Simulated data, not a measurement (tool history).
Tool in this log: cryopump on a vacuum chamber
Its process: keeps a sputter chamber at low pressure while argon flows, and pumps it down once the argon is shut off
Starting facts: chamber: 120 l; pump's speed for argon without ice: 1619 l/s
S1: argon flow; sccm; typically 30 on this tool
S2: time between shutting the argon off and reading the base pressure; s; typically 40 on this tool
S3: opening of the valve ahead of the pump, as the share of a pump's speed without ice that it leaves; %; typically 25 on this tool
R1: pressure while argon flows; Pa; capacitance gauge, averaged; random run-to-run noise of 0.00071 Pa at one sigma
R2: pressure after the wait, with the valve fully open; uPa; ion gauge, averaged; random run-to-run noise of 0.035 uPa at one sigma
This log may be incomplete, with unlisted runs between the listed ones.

run 1 hour=0 | S1=30 S2=40 S3=25 | R1=0.1321 R2=2.85
run 2 hour=74.6 | S1=27 S2=40 S3=25 | R1=0.1195 R2=2.86
run 3 hour=117.4 | S1=30 S2=40 S3=25 | R1=0.133 R2=2.95
run 4 hour=187.5 | S1=30 S2=40 S3=25 | R1=0.1329 R2=3.07
run 5 hour=241.7 | S1=30 S2=40 S3=25 | R1=0.1346 R2=3.19
run 6 hour=298.7 | S1=30 S2=40 S3=25 | R1=0.1351 R2=3.14
run 7 hour=359 | S1=30 S2=40 S3=25 | R1=0.1362 R2=3.35
-- hour=374.7 pump warmed up, emptied and cooled again
run 8 hour=410.7 | S1=30 S2=182 S3=25 | R1=0.1269 R2=1.64
run 9 hour=485.5 | S1=30 S2=182 S3=25 | R1=0.1271 R2=1.67
run 10 hour=554.1 | S1=30 S2=182 S3=25 | R1=0.1274 R2=1.76
run 11 hour=585.8 | S1=30 S2=40 S3=25 | R1=0.1281 R2=3.14
run 12 hour=649.3 | S1=30 S2=40 S3=25 | R1=0.1292 R2=3.08
run 13 hour=698.8 | S1=30 S2=40 S3=33 | R1=0.0992 R2=3.12
run 14 hour=744.2 | S1=58 S2=40 S3=33 | R1=0.1903 R2=3.2
run 15 hour=818.8 | S1=58 S2=40 S3=33 | R1=0.1928 R2=3.35
run 16 hour=868.9 | S1=30 S2=40 S3=25 | R1=0.1314 R2=3.34
run 17 hour=923 | S1=30 S2=40 S3=25 | R1=0.1324 R2=3.54
run 18 hour=989.9 | S1=30 S2=90 S3=25 | R1=0.1315 R2=2.57
run 19 hour=1045.5 | S1=56 S2=153 S3=17 | R1=0.3597 R2=2.34
run 20 hour=1104.5 | S1=30 S2=58 S3=25 | R1=0.1339 R2=3.13
run 21 hour=1167.9 | S1=24 S2=116 S3=50 | R1=0.0563 R2=2.6
run 22 hour=1215.2 | S1=24 S2=116 S3=50 | R1=0.0563 R2=2.67
run 23 hour=1289.8 | S1=24 S2=116 S3=50 | R1=0.0576 R2=2.78
run 24 hour=1331.8 | S1=30 S2=40 S3=25 | R1=0.136 R2=3.91
run 25 hour=1395 | S1=31 S2=182 S3=37 | R1=0.0991 R2=2.59
run 26 hour=1462.1 | S1=30 S2=35 S3=41 | R1=0.0874 R2=4.39
-- hour=1511.5 pump warmed up, emptied and cooled again
run 27 hour=1532 | S1=41 S2=35 S3=60 | R1=0.0756 R2=3.91
run 28 hour=1577.9 | S1=41 S2=35 S3=56 | R1=0.0795 R2=3.86
run 29 hour=1610.8 | S1=41 S2=35 S3=56 | R1=0.0815 R2=3.9
run 30 hour=1660.9 | S1=41 S2=35 S3=56 | R1=0.0812 R2=4.11
run 31 hour=1699.5 | S1=42 S2=130 S3=18 | R1=0.2492 R2=2.59
-- hour=1730.7 leaking fittings of the chamber tightened, without venting
run 32 hour=1755 | S1=28 S2=153 S3=18 | R1=0.165 R2=0.71
run 33 hour=1800.2 | S1=13 S2=40 S3=24 | R1=0.0587 R2=2.02

Here are 4 independent what-if runs from the current tool condition. What would each one return?
run A hour=1856.8 | S1=12 S2=40 S3=18 | R1=? R2=?
run B hour=1856.8 | S1=18 S2=32 S3=37 | R1=? R2=?
run C hour=1856.8 | S1=20 S2=145 S3=34 | R1=? R2=?
run D hour=1856.8 | S1=13 S2=40 S3=27 | R1=? R2=?

run=A R1=0.071 R2=1.98
run=B R1=0.054 R2=2.47
run=C R1=0.0647 R2=0.78
run=D R1=0.053 R2=1.98
With no hidden state in the tool, these same runs would have given:
run=A R1=0.069 R2=1.86
run=B R1=0.0511 R2=2.35
run=C R1=0.0614 R2=0.66
run=D R1=0.0508 R2=1.86

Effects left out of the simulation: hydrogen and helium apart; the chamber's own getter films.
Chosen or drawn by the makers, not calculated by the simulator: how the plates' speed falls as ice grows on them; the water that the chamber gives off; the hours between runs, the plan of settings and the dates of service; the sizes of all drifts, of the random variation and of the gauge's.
